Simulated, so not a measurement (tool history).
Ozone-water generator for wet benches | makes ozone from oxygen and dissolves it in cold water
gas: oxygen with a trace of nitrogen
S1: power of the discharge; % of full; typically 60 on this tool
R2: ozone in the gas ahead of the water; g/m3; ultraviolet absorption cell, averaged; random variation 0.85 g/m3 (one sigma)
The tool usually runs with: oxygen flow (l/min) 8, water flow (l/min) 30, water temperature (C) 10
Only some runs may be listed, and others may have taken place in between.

Run 1, hour 0: usual settings. Result: dissolved ozone (ppm) 16.8, R2 135.8 g/m3.
Run 2, hour 73.6: usual settings. Result: dissolved ozone (ppm) 16.9, R2 137.2 g/m3.
Run 3, hour 142: usual settings. Result: dissolved ozone (ppm) 16.7, R2 137.3 g/m3.
Run 4, hour 229.3: usual settings. Result: dissolved ozone (ppm) 16.8, R2 135.8 g/m3.
Run 5, hour 321.4: usual settings but water temperature (C) 11. Result: dissolved ozone (ppm) 16.6, R2 135.8 g/m3.
Run 6, hour 412: usual settings but water temperature (C) 11. Result: dissolved ozone (ppm) 16.7, R2 135.5 g/m3.
Run 7, hour 493.5: usual settings but water temperature (C) 11. Result: dissolved ozone (ppm) 16.7, R2 136.7 g/m3.
Run 8, hour 551.9: usual settings but water temperature (C) 11. Result: dissolved ozone (ppm) 16.3, R2 136.6 g/m3.
Run 9, hour 619: usual settings but S1 54 % of full. Result: dissolved ozone (ppm) 16, R2 127.3 g/m3.
Run 10, hour 658.5: usual settings but S1 54 % of full, oxygen flow (l/min) 9.67. Result: dissolved ozone (ppm) 15.7, R2 114.1 g/m3.
Run 11, hour 716.3: usual settings but S1 54 % of full, oxygen flow (l/min) 9.67. Result: dissolved ozone (ppm) 15.8, R2 112.8 g/m3.
Run 12, hour 774.8: usual settings but S1 54 % of full, oxygen flow (l/min) 9.67, water temperature (C) 13. Result: dissolved ozone (ppm) 15, R2 112.9 g/m3.
Run 13, hour 826.6: usual settings but S1 54 % of full, oxygen flow (l/min) 9.67, water temperature (C) 13. Result: dissolved ozone (ppm) 14.9, R2 114.5 g/m3.
Run 14, hour 886.3: usual settings but S1 54 % of full, oxygen flow (l/min) 9.67, water temperature (C) 13. Result: dissolved ozone (ppm) 15, R2 113.6 g/m3.
Run 15, hour 971.6: usual settings but water flow (l/min) 34, water temperature (C) 15. Result: dissolved ozone (ppm) 14.2, R2 133.7 g/m3.
Run 16, hour 1039.5: usual settings but water temperature (C) 12. Result: dissolved ozone (ppm) 16.3, R2 135.3 g/m3.
Run 17, hour 1119.5: usual settings but water temperature (C) 12. Result: dissolved ozone (ppm) 16.2, R2 135.3 g/m3.
At hour 1185: water thermometer calibrated.
Run 18, hour 1197.6: usual settings but S1 100 % of full, oxygen flow (l/min) 11.22, water flow (l/min) 37, water temperature (C) 11. Result: dissolved ozone (ppm) 18.1, R2 146.3 g/m3.

3 options for the next run, each taken on its own from the tool as it stands now. Forecast them:
Run A, hour 1257.2: usual settings but oxygen flow (l/min) 7.42, water flow (l/min) 39, water temperature (C) 11. Result: dissolved ozone (ppm) ?, R2 ?.
Run B, hour 1257.2: usual settings but S1 43 % of full, oxygen flow (l/min) 11.22, water flow (l/min) 37, water temperature (C) 6. Result: dissolved ozone (ppm) ?, R2 ?.
Run C, hour 1257.2: usual settings but water flow (l/min) 37, water temperature (C) 18. Result: dissolved ozone (ppm) ?, R2 ?.

run  dissolved ozone (ppm)     R2
  A                   12.9  142.2
  B                   11.9   92.8
  C                   12.3  134.8
What these runs would have given with no unlogged condition in the tool:
run  dissolved ozone (ppm)     R2
  A                   13.8  145.7
  B                   12.7   94.6
  C                   13.1  138.1
